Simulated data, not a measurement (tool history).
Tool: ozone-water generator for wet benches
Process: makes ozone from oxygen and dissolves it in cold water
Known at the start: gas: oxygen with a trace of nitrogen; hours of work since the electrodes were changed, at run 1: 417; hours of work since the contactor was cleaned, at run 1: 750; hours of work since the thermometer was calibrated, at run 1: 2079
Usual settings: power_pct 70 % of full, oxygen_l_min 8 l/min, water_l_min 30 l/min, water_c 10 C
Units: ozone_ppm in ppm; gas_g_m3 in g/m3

run	hour	power_pct	oxygen_l_min	water_l_min	water_c	hours of work since the electrodes were changed	hours of work since the contactor was cleaned	hours of work since the thermometer was calibrated	ozone_ppm	gas_g_m3
1	0	70	8	30	10	417	750	2079	30.2	242.1
2	58.8	70	8	30	10	472	804	2134	29.9	241.8
3	121.5	70	8	30	10	530	862	2192	30.1	239.4
4	231.9	70	8	30	10	632	965	2294	29.7	237.6
5	349.1	70	8	30	10	741	1074	2403	29.7	236.7
6	434.9	70	8	18	10	821	1153	2483	45	237.3
7	510.7	70	8	30	10	891	1224	2553	29.4	237.3
8	633.5	70	8	30	10	1005	1338	2667	29.9	235.7
9	708.8	70	8	30	10	1075	1408	2737	28.8	237.6
10	787.3	70	8	30	10	1148	1481	2810	29.3	235.3
11	900.1	70	8	30	10	1253	1585	2915	29.4	234.1
# hour 911: water thermometer calibrated
12	1033.2	42	8	35	10	1376	1709	114	17.5	163.8
13	1118.2	42	8	19	8	1455	1787	192	30.6	161.8
14	1234.3	42	8	19	8	1563	1895	300	30.6	161.8
15	1293.2	42	8	19	8	1617	1950	355	30.9	163.2
16	1401.3	42	8	19	8	1718	2050	455	30.8	163.2
17	1516.4	70	8	30	10	1825	2157	562	28.6	230.8
18	1619.6	70	8	30	10	1921	2253	658	29	231.5
19	1739.2	58	8	30	15	2032	2364	769	23.6	201.7
20	1869.1	58	8	30	15	2152	2485	890	23.2	202.2
21	1975.2	58	8	30	14	2251	2583	988	23.8	202.5
22	2098.1	70	8	30	5	2365	2697	1102	30.1	229.7

How the hidden state differs across the entries between the runs, from the last listed run before each to the first after it:
Between runs 11 and 12: water thermometer calibrated (hour 911)
  yield of the discharge, % of new electrodes': 96.5 -> 96.2; contactor's efficiency, % of a clean one's: 96.7 -> 96.5; true water temperature over the reading, C: 0.36 -> -0.1
  measured less the result without the state, ozone_ppm: -1.7 -> -0.7 ppm; gas_g_m3: -8.4 -> -4 g/m3
